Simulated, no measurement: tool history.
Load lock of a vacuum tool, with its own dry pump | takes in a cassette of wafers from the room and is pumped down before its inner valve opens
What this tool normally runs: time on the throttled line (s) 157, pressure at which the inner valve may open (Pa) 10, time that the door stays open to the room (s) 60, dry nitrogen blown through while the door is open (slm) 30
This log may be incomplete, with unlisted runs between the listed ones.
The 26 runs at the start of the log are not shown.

run,hour,time on the throttled line (s),pressure at which the inner valve may open (Pa),time that the door stays open to the room (s),dry nitrogen blown through while the door is open (slm),hours that the pump has run since its overhaul,times that the door has closed on its seal,"incoming humidity of the room's air, %",time from the closed door until the inner valve may open (s),rise of the pressure with all valves shut (Pa/min)
27,1895.5,234,12,70,7,4180,4486,45.4,285.6,0.062
28,1973.9,157,10,58,30,4259,4657,47,222.9,0.042
29,2052.3,295,10,58,6,4337,4828,46.6,340.6,0.059
30,2125.6,295,10,58,6,4410,4989,45.2,341.5,0.059
31,2234,295,10,58,6,4519,5226,45.5,342,0.061
32,2298.7,295,10,58,6,4583,5367,44.3,337.6,0.063
33,2391.3,295,19,58,7,4676,5570,45.6,334.5,0.063
34,2472.7,295,19,58,7,4757,5748,49.7,331.6,0.064
35,2577.6,295,19,58,7,4862,5977,48.4,333.1,0.07
36,2663.8,295,19,58,7,4948,6165,47.2,333,0.065

Each row is a separate what-if for the run after 36, all from the same tool condition, not one after another. Results?
A,2733.9,157,15,60,30,5019,6319,44.8,?,?
B,2733.9,295,14,58,27,5019,6319,42,?,?
C,2733.9,157,18,60,8,5019,6319,45.8,?,?
D,2733.9,157,10,193,30,5019,6319,45.1,?,?

run,time from the closed door until the inner valve may open (s),rise of the pressure with all valves shut (Pa/min)
A,215.6,0.048
B,336.4,0.048
C,217.3,0.064
D,221.9,0.068
Had the tool no hidden state, the same runs would have come out as:
run,time from the closed door until the inner valve may open (s),rise of the pressure with all valves shut (Pa/min)
A,211.1,0.027
B,333.3,0.028
C,212.8,0.044
D,217,0.048
